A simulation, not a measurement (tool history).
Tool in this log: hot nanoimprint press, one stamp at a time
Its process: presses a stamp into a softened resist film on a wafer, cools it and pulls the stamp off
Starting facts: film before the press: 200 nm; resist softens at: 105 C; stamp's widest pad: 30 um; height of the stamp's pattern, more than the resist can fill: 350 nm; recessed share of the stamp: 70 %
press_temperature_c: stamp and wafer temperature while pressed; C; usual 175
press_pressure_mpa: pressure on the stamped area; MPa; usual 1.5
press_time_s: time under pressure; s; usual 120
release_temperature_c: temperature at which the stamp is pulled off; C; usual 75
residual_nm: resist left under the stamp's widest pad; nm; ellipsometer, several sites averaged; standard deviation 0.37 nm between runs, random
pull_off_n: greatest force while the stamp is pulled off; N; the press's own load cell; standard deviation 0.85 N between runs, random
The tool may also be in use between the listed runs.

| run | hour | press_temperature_c | press_pressure_mpa | press_time_s | release_temperature_c | residual_nm | pull_off_n |
|---|---|---|---|---|---|---|---|
| 1 | 0 | 175 | 1.5 | 120 | 75 | 87.4 | 211.2 |
| 2 | 10.9 | 175 | 1.5 | 120 | 75 | 87.4 | 210.9 |
| 3 | 18.7 | 175 | 1.13 | 120 | 75 | 99.6 | 210.8 |
| 4 | 24.6 | 175 | 1.13 | 120 | 75 | 98.7 | 211.9 |
| 5 | 34.2 | 175 | 1.13 | 120 | 75 | 99.7 | 212.7 |
| 6 | 39.9 | 175 | 1.13 | 120 | 75 | 99.7 | 213.2 |
|  | 53.3 | stamp cleaned and given a new release coat |
| 7 | 58.2 | 175 | 1.13 | 120 | 75 | 99.8 | 202.4 |
| 8 | 63.6 | 175 | 1.13 | 120 | 75 | 99.9 | 202.8 |
| 9 | 72.7 | 175 | 1.13 | 120 | 75 | 99.4 | 203.6 |
| 10 | 83.6 | 175 | 1.13 | 120 | 75 | 99.5 | 204.2 |
| 11 | 90.4 | 175 | 1.13 | 64 | 75 | 121.2 | 205.4 |
| 12 | 97.3 | 175 | 1.13 | 64 | 82 | 122.1 | 165.3 |
| 13 | 109.5 | 175 | 1.13 | 64 | 82 | 122.3 | 167.7 |
| 14 | 121.6 | 175 | 1.5 | 120 | 75 | 87.4 | 208.1 |
| 15 | 134.6 | 175 | 1.5 | 120 | 74 | 86.9 | 214 |
| 16 | 141 | 180 | 1.5 | 120 | 61 | 67.9 | 288.2 |
| 17 | 151.3 | 180 | 1.09 | 63 | 61 | 101 | 286.4 |
| 18 | 158.9 | 175 | 1.61 | 70 | 79 | 102.1 | 185.9 |
| 19 | 168.5 | 172 | 1.5 | 120 | 75 | 100.8 | 210.2 |
| 20 | 174.1 | 175 | 1.58 | 108 | 82 | 88.1 | 171.1 |
| 21 | 186 | 175 | 1.58 | 108 | 82 | 88.2 | 170.3 |
| 22 | 199.1 | 175 | 1.58 | 108 | 82 | 88.6 | 171.7 |
| 23 | 210.6 | 175 | 1.26 | 96 | 75 | 102.3 | 213.1 |
|  | 218.6 | stamp cleaned and given a new release coat |
| 24 | 224.1 | 175 | 1.26 | 96 | 75 | 101.5 | 203.6 |
| 25 | 235.1 | 170 | 1.32 | 60 | 75 | 141.1 | 202.8 |
| 26 | 247.8 | 170 | 1.32 | 60 | 75 | 141.4 | 204.9 |
| 27 | 254.7 | 167 | 1.5 | 120 | 69 | 126.1 | 238.3 |
| 28 | 262.1 | 164 | 1.5 | 231 | 60 | 119.5 | 285.4 |
| 29 | 272.3 | 164 | 1.5 | 231 | 60 | 119.4 | 289.1 |
| 30 | 279.1 | 164 | 1.61 | 231 | 73 | 115.8 | 215.7 |

Here are 4 independent what-if runs from the current tool condition. What would each one return?
| A | 285.5 | 183 | 1.61 | 231 | 72 | ? | ? |
| B | 285.5 | 185 | 1.61 | 231 | 73 | ? | ? |
| C | 285.5 | 175 | 1.02 | 144 | 81 | ? | ? |
| D | 285.5 | 180 | 1.5 | 120 | 81 | ? | ? |

| run | residual_nm | pull_off_n |
|---|---|---|
| A | 42.5 | 221.5 |
| B | 38.3 | 215.4 |
| C | 97.2 | 170.5 |
| D | 67.6 | 171.8 |
Without the tool's unlogged condition, the same runs would have read:
| run | residual_nm | pull_off_n |
|---|---|---|
| A | 42.5 | 219.3 |
| B | 38.3 | 213.3 |
| C | 98.2 | 169.4 |
| D | 67.9 | 170.7 |

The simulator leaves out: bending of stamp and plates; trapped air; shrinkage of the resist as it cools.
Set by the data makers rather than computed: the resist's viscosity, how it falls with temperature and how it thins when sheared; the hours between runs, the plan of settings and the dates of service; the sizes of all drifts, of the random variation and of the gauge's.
